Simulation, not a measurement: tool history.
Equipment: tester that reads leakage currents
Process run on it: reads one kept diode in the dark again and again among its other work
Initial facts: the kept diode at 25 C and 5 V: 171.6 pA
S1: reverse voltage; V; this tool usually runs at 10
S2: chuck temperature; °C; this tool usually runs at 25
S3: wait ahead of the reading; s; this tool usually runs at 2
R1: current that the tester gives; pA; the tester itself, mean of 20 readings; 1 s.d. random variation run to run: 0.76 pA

{"run": 1, "day": 0.0, "S1": 10, "S2": 25, "S3": 2, "R1": 253.53}
{"run": 2, "day": 0.817, "S1": 1.1, "S2": 25, "S3": 2, "R1": 74.62}
{"run": 3, "day": 2.2, "S1": 10, "S2": 25, "S3": 2, "R1": 251.97}
{"run": 4, "day": 3.35, "S1": 10, "S2": 25, "S3": 2, "R1": 253.68}
{"run": 5, "day": 4.571, "S1": 10, "S2": 25, "S3": 2, "R1": 252.31}
{"run": 6, "day": 5.817, "S1": 10, "S2": 25, "S3": 2, "R1": 251.99}
{"run": 7, "day": 6.821, "S1": 10, "S2": 25, "S3": 2, "R1": 253.67}
{"run": 8, "day": 7.508, "S1": 10, "S2": 25, "S3": 4.66, "R1": 252.55}
{"run": 9, "day": 8.521, "S1": 3.2, "S2": 45, "S3": 4.66, "R1": 702.88}
{"run": 10, "day": 9.425, "S1": 7.7, "S2": 23, "S3": 1.15, "R1": 182.96}
{"run": 11, "day": 10.679, "S1": 5.7, "S2": 53, "S3": 1.15, "R1": 1767.92}
{"run": 12, "day": 11.85, "S1": 10, "S2": 52, "S3": 3.69, "R1": 2254.78}
{"run": 13, "day": 12.6, "S1": 10, "S2": 52, "S3": 3.69, "R1": 2249.98}
{"run": 14, "day": 13.488, "S1": 9.8, "S2": 25, "S3": 2, "R1": 250.25}
{"run": 15, "day": 14.158, "S1": 9.8, "S2": 25, "S3": 2, "R1": 251.12}
{"run": 16, "day": 15.404, "S1": 10, "S2": 25, "S3": 0.59, "R1": 255.44}

Between the runs listed above, the log contained 1 entry, not reproduced here. Where in the sequence does each belong, and how does what the log doesn't record of the tool's condition differ from the listed run before to the listed run after?
Run 1 -> run 2: chuck's temperature calibrated (day 0.208)
  true chuck temperature over the reading, C: 0.01 -> 0
